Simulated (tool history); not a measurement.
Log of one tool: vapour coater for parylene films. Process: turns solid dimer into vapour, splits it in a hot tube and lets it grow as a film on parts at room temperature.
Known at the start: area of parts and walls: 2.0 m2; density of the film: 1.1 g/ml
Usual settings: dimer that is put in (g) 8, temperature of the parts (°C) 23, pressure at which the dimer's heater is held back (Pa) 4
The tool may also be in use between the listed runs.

run	hour	dimer that is put in (g)	temperature of the parts (°C)	pressure at which the dimer's heater is held back (Pa)	thickness of the film (nm)
1	0	8	23	4	2270
2	14.6	8	23	4	2270
3	27.1	8	23	4	2190
4	39	8	23	4	2220
5	51.6	8	23	4	2240
6	73.5	8	23	4	2280
7	97	8	23	4	2250
8	119.4	8	23	4	2240
9	140.8	8	23	4	2180
10	153.6	8	23	4	2170
11	182.2	8	23	4	2180
# hour 199.2: trap's valve overhauled
12	202.5	8	23	4	2600
13	217.2	8	23	4	2610
14	233.2	8	23	4	2530
15	258.3	8	23	4	2550
16	277.9	8	23	4	2530
17	297.2	8	23	4	2510
18	308.8	8	23	4	2550
19	334.4	8	23	8.59	2330
20	353.7	8	23	8.59	2360
21	373.5	8	23	8.59	2370
22	389.9	3	22	7	950
23	401.5	6	27	2.1	1610
24	428.8	3	27	2.1	850
25	450.9	8	23	7.8	2370
26	462.8	8	15	8.53	3270
27	480.3	4	24	2.4	1190
28	507.9	4	22	2.52	1320
29	523.7	6	20	3.64	2040
30	542	6	20	3.64	2100
31	554.2	6	20	3.64	2070
32	582.3	11	23	5.9	3210
33	601.4	11	22	4.38	3440
34	626.3	6	25	8.5	1550

Forecast run 35:
35	639.6	12	26	4.63	?

{"run 35": {"thickness of the film (nm)": 3100}}
Without the tool's hidden state the same run would have given thickness of the film (nm) 3370.
